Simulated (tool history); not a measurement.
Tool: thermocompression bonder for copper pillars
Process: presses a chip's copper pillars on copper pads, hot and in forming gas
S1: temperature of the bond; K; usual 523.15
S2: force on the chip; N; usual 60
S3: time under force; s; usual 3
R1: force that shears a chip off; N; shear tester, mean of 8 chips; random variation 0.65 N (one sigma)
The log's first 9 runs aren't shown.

run    hour      S1  S2  S3    R1
 10   292.7  523.15  78   3  46.5
 11   323.3  523.15  78   3  45.6
 12   358.7  523.15  78   3  45.8
 13   390.1  523.15  78   3    45
 14     434  523.15  60   3  36.2
      443.3  -- forming gas filter changed
 15   482.2  523.15  60   3  37.4
 16     520  523.15  60   4  42.9
 17   546.5  523.15  60   4  42.8
 18   583.6  523.15  60   4  39.8
 19   605.4  523.15  53   2  27.7
 20   625.7  537.15  37   2  25.8
 21   669.9  537.15  37   2    25
      701.5  -- forming gas filter changed
 22   715.1  537.15  37   2  26.7
 23   744.9  537.15  37   2  27.5
 24   769.4  519.15  37   2  17.7
      802.7  -- force cell calibrated
 25   816.1  519.15  37   2  18.6
 26   850.1  519.15  37   2  18.2
 27   885.2  519.15  37   2  17.9
 28   931.6  519.15  37   2    18
      960.3  -- forming gas filter changed
 29   974.2  519.15  37   2  19.5
 30     998  523.15  87   6  61.5
 31  1022.4  523.15  87   6  61.9

5 ways to go on from here, each from the tool as it stands after run 31. What would each give?
  A  1043.6  527.15  56   3   ?
  B  1043.6  501.15  87   6   ?
  C  1043.6  523.15  60   3   ?
  D  1043.6  533.15  45   6   ?
  E  1043.6  544.15  60   3   ?

run    R1
  A  36.3
  B  42.3
  C  36.1
  D  44.6
  E  50.1
Without the tool's hidden state the same runs would have given:
run    R1
  A  41.8
  B  48.8
  C  41.6
  D  50.7
  E  56.5
